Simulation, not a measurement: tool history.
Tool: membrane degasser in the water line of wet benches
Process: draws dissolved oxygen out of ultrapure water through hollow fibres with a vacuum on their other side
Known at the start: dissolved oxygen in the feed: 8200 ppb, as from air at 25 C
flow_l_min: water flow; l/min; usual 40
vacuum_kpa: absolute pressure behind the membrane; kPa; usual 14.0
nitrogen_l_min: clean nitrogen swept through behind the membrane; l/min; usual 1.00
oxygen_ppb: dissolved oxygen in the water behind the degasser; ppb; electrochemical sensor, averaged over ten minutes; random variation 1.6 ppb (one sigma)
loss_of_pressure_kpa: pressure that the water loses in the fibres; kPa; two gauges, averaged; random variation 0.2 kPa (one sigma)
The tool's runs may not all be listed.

Run 1, hour 0.0: usual settings. Result: oxygen_ppb 801.5 ppb, loss_of_pressure_kpa 42.85 kPa.
Run 2, hour 205.3: usual settings. Result: oxygen_ppb 804.0 ppb, loss_of_pressure_kpa 42.89 kPa.
Run 3, hour 394.5: usual settings. Result: oxygen_ppb 802.9 ppb, loss_of_pressure_kpa 43.38 kPa.
Run 4, hour 525.3: usual settings. Result: oxygen_ppb 800.8 ppb, loss_of_pressure_kpa 43.01 kPa.
Run 5, hour 765.1: usual settings. Result: oxygen_ppb 802.8 ppb, loss_of_pressure_kpa 43.27 kPa.
Run 6, hour 989.1: usual settings but nitrogen_l_min 0.58 l/min. Result: oxygen_ppb 1166.9 ppb, loss_of_pressure_kpa 43.22 kPa.
Run 7, hour 1162.8: usual settings. Result: oxygen_ppb 798.9 ppb, loss_of_pressure_kpa 43.00 kPa.
Run 8, hour 1324.4: usual settings but nitrogen_l_min 2.41 l/min. Result: oxygen_ppb 396.1 ppb, loss_of_pressure_kpa 43.15 kPa.
At hour 1363.5: vacuum gauge calibrated.
Run 9, hour 1501.8: usual settings but nitrogen_l_min 0.73 l/min. Result: oxygen_ppb 1004.6 ppb, loss_of_pressure_kpa 43.05 kPa.
Run 10, hour 1754.4: usual settings but nitrogen_l_min 0.73 l/min. Result: oxygen_ppb 1005.5 ppb, loss_of_pressure_kpa 43.48 kPa.
Run 11, hour 1861.6: usual settings. Result: oxygen_ppb 798.3 ppb, loss_of_pressure_kpa 43.29 kPa.
Run 12, hour 2127.0: usual settings. Result: oxygen_ppb 797.7 ppb, loss_of_pressure_kpa 43.15 kPa.
Run 13, hour 2333.6: usual settings. Result: oxygen_ppb 798.2 ppb, loss_of_pressure_kpa 42.90 kPa.
Run 14, hour 2581.4: usual settings. Result: oxygen_ppb 798.1 ppb, loss_of_pressure_kpa 43.48 kPa.
At hour 2689.7: seals of the vacuum lines changed.
Run 15, hour 2759.1: usual settings. Result: oxygen_ppb 796.6 ppb, loss_of_pressure_kpa 43.23 kPa.
Run 16, hour 2883.9: usual settings but nitrogen_l_min 0.55 l/min. Result: oxygen_ppb 1199.4 ppb, loss_of_pressure_kpa 43.35 kPa.
Run 17, hour 3053.3: usual settings but flow_l_min 33 l/min, vacuum_kpa 11.8 kPa, nitrogen_l_min 0.58 l/min. Result: oxygen_ppb 830.6 ppb, loss_of_pressure_kpa 35.26 kPa.
Run 18, hour 3257.0: usual settings but vacuum_kpa 26.4 kPa. Result: oxygen_ppb 1560.4 ppb, loss_of_pressure_kpa 43.19 kPa.
Run 19, hour 3496.5: usual settings but vacuum_kpa 26.4 kPa. Result: oxygen_ppb 1556.0 ppb, loss_of_pressure_kpa 43.15 kPa.
Run 20, hour 3683.8: usual settings but flow_l_min 51 l/min, vacuum_kpa 9.7 kPa. Result: oxygen_ppb 608.4 ppb, loss_of_pressure_kpa 55.33 kPa.
Run 21, hour 3939.8: usual settings but flow_l_min 39 l/min, vacuum_kpa 8.4 kPa. Result: oxygen_ppb 395.5 ppb, loss_of_pressure_kpa 42.47 kPa.
Run 22, hour 4047.3: usual settings but flow_l_min 35 l/min, vacuum_kpa 13.1 kPa. Result: oxygen_ppb 660.3 ppb, loss_of_pressure_kpa 37.78 kPa.
Run 23, hour 4167.1: usual settings but flow_l_min 26 l/min, vacuum_kpa 34.4 kPa, nitrogen_l_min 1.47 l/min. Result: oxygen_ppb 1079.5 ppb, loss_of_pressure_kpa 28.00 kPa.
Run 24, hour 4365.1: usual settings but flow_l_min 47 l/min, vacuum_kpa 12.6 kPa, nitrogen_l_min 1.47 l/min. Result: oxygen_ppb 596.0 ppb, loss_of_pressure_kpa 50.83 kPa.
Run 25, hour 4625.4: usual settings but flow_l_min 43 l/min, vacuum_kpa 31.8 kPa, nitrogen_l_min 0.58 l/min. Result: oxygen_ppb 2672.3 ppb, loss_of_pressure_kpa 46.63 kPa.
Run 26, hour 4853.5: usual settings but flow_l_min 41 l/min, vacuum_kpa 20.8 kPa, nitrogen_l_min 0.94 l/min. Result: oxygen_ppb 1304.5 ppb, loss_of_pressure_kpa 44.44 kPa.
Run 27, hour 4987.5: usual settings but nitrogen_l_min 1.56 l/min. Result: oxygen_ppb 562.8 ppb, loss_of_pressure_kpa 43.75 kPa.
Run 28, hour 5174.9: usual settings but flow_l_min 36 l/min, vacuum_kpa 15.0 kPa, nitrogen_l_min 2.30 l/min. Result: oxygen_ppb 401.4 ppb, loss_of_pressure_kpa 38.90 kPa.
Run 29, hour 5433.5: usual settings but flow_l_min 64 l/min, vacuum_kpa 18.0 kPa, nitrogen_l_min 1.80 l/min. Result: oxygen_ppb 1003.6 ppb, loss_of_pressure_kpa 68.87 kPa.
Run 30, hour 5656.3: usual settings but flow_l_min 55 l/min, vacuum_kpa 18.0 kPa, nitrogen_l_min 1.80 l/min. Result: oxygen_ppb 876.2 ppb, loss_of_pressure_kpa 59.71 kPa.
Run 31, hour 5847.2: usual settings but flow_l_min 55 l/min, vacuum_kpa 18.0 kPa, nitrogen_l_min 1.80 l/min. Result: oxygen_ppb 876.2 ppb, loss_of_pressure_kpa 59.25 kPa.
Run 32, hour 6038.6: usual settings but flow_l_min 56 l/min, vacuum_kpa 15.9 kPa. Result: oxygen_ppb 1174.4 ppb, loss_of_pressure_kpa 60.09 kPa.

The same runs without the tool's hidden state, with the same run-to-run variation:
The hidden state here: membrane still open, %; true pressure behind the membrane over the reading, kPa; air that leaks in behind the membrane, l/min; drift of the gauge itself on oxygen_ppb, %; drift of the gauge itself on loss_of_pressure_kpa, %.
run  oxygen_ppb
  1       801.2
  2       804.3
  3       803.6
  4       801.9
  5       804.4
  6      1170.2
  7       801.5
  8       397.5
  9      1009.4
 10      1011.2
 11       803.0
 12       803.0
 13       804.1
 14       804.6
 15       803.5
 16      1210.4
 17       838.6
 18      1576.7
 19      1573.4
 20       615.4
 21       400.3
 22       668.7
 23      1093.9
 24       604.2
 25      2712.2
 26      1324.8
 27       571.7
 28       408.0
 29      1020.9
 30       891.9
 31       892.5
 32      1197.1
loss_of_pressure_kpa: within 0.06 kPa of the measured result in every run.
